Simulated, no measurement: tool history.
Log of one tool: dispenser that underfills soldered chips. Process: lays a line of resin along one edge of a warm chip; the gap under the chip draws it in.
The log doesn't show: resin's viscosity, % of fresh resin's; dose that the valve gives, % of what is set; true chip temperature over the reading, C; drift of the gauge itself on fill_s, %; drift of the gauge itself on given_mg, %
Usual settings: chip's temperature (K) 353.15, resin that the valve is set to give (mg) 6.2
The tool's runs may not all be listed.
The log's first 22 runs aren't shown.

run,day,chip's temperature (K),resin that the valve is set to give (mg),hours of work since the syringe was changed,hours of work since the valve was cleaned,hours of work since the stage was calibrated,time until the resin shows at the far edge (s),resin that the valve gave (mg)
23,3.45,356.15,6.7,10,28,174,62.8,6.57
# day 3.562: new syringe of resin
24,3.562,357.15,6.2,0,30,176,41.6,6.07
25,3.746,362.15,7.49,3,33,180,39.1,7.34
26,3.854,353.15,6.18,5,35,182,60.8,6.02
27,3.962,356.15,6.56,7,37,184,57.4,6.4
28,4.112,367.15,5.57,10,40,186,42.5,5.44
# day 4.221: new syringe of resin
29,4.283,367.15,5.57,1,43,189,31.2,5.4
30,4.429,366.15,7.49,4,45,192,35.3,7.24
31,4.554,366.15,7.49,6,48,194,38.6,7.28
32,4.742,342.15,6.13,10,51,198,116.9,5.94
33,4.829,339.15,6.97,11,53,199,141,6.79
# day 4.888: new syringe of resin
34,4.946,343.15,6,1,55,201,81.4,5.78
35,5.104,355.15,5.72,4,58,204,54.9,5.51
36,5.221,344.15,5.4,6,60,206,97.5,5.23

Forecast each of these 4 alternatives for the next run:
A,5.342,356.15,7.82,8,62,208,?,?
B,5.342,366.15,6.48,8,62,208,?,?
C,5.342,353.15,6.02,8,62,208,?,?
D,5.342,344.15,5.63,8,62,208,?,?

run,time until the resin shows at the far edge (s),resin that the valve gave (mg)
A,61,7.53
B,40.8,6.25
C,69.2,5.81
D,104.3,5.42
Without the tool's hidden state the same runs would have given:
run,time until the resin shows at the far edge (s),resin that the valve gave (mg)
A,43.3,7.82
B,28.9,6.49
C,48.9,6.03
D,73.7,5.62
